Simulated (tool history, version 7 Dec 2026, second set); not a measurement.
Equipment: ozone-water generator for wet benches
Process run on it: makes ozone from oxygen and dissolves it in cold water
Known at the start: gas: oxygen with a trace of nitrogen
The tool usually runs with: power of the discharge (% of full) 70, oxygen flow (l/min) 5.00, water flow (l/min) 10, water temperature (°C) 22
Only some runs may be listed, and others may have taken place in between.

| run | hour | power of the discharge (% of full) | oxygen flow (l/min) | water flow (l/min) | water temperature (°C) | dissolved ozone (ppm) | ozone in the gas ahead of the water (g/m3) |
|---|---|---|---|---|---|---|---|
| 1 | 0.0 | 70 | 5.00 | 10 | 22 | 22.2 | 156.1 |
| 2 | 151.8 | 70 | 5.00 | 10 | 22 | 22.1 | 154.8 |
| 3 | 304.7 | 70 | 5.00 | 10 | 26 | 20.1 | 154.9 |
| 4 | 439.0 | 70 | 5.39 | 10 | 22 | 21.7 | 148.4 |
| 5 | 606.7 | 70 | 5.39 | 10 | 22 | 21.4 | 147.3 |
| 6 | 768.2 | 70 | 5.00 | 10 | 22 | 21.7 | 151.0 |
| 7 | 887.4 | 70 | 5.00 | 10 | 22 | 21.3 | 152.4 |
| 8 | 1082.0 | 70 | 5.00 | 10 | 22 | 21.2 | 150.4 |
| 9 | 1206.7 | 70 | 5.00 | 10 | 22 | 21.0 | 148.3 |
| 10 | 1344.9 | 70 | 5.00 | 10 | 22 | 21.1 | 147.6 |
| 11 | 1539.7 | 48 | 6.69 | 14 | 24 | 12.0 | 100.7 |
| 12 | 1651.6 | 70 | 4.37 | 13 | 22 | 17.2 | 154.4 |
| 13 | 1752.8 | 48 | 6.02 | 10 | 24 | 15.1 | 103.7 |
| 14 | 1898.7 | 44 | 4.28 | 8 | 27 | 15.8 | 114.3 |
| 15 | 2082.6 | 70 | 5.65 | 15 | 22 | 15.1 | 136.5 |
| 16 | 2235.4 | 82 | 5.65 | 15 | 19 | 17.5 | 149.7 |
| 17 | 2398.1 | 82 | 5.65 | 15 | 19 | 17.2 | 149.1 |
| 18 | 2535.8 | 82 | 4.50 | 15 | 18 | 17.4 | 164.3 |
| 19 | 2614.8 | 82 | 3.43 | 12 | 24 | 18.8 | 184.6 |
| 20 | 2778.0 | 70 | 5.14 | 10 | 25 | 18.4 | 138.1 |

Consider 4 possible next runs. They are alternatives, not a sequence: every one starts from the tool as it was left by run 20. What does each give?
| A | 2970.9 | 93 | 8.83 | 10 | 25 | ? | ? |
| B | 2970.9 | 70 | 4.81 | 10 | 25 | ? | ? |
| C | 2970.9 | 70 | 7.85 | 10 | 25 | ? | ? |
| D | 2970.9 | 45 | 5.14 | 14 | 25 | ? | ? |

| run | dissolved ozone (ppm) | ozone in the gas ahead of the water (g/m3) |
|---|---|---|
| A | 19.8 | 129.3 |
| B | 18.0 | 141.3 |
| C | 16.8 | 113.6 |
| D | 10.6 | 104.3 |
Had the tool no hidden state, the same runs would have come out as:
| run | dissolved ozone (ppm) | ozone in the gas ahead of the water (g/m3) |
|---|---|---|
| A | 32.3 | 199.3 |
| B | 27.2 | 202.1 |
| C | 25.5 | 162.1 |
| D | 14.4 | 132.0 |
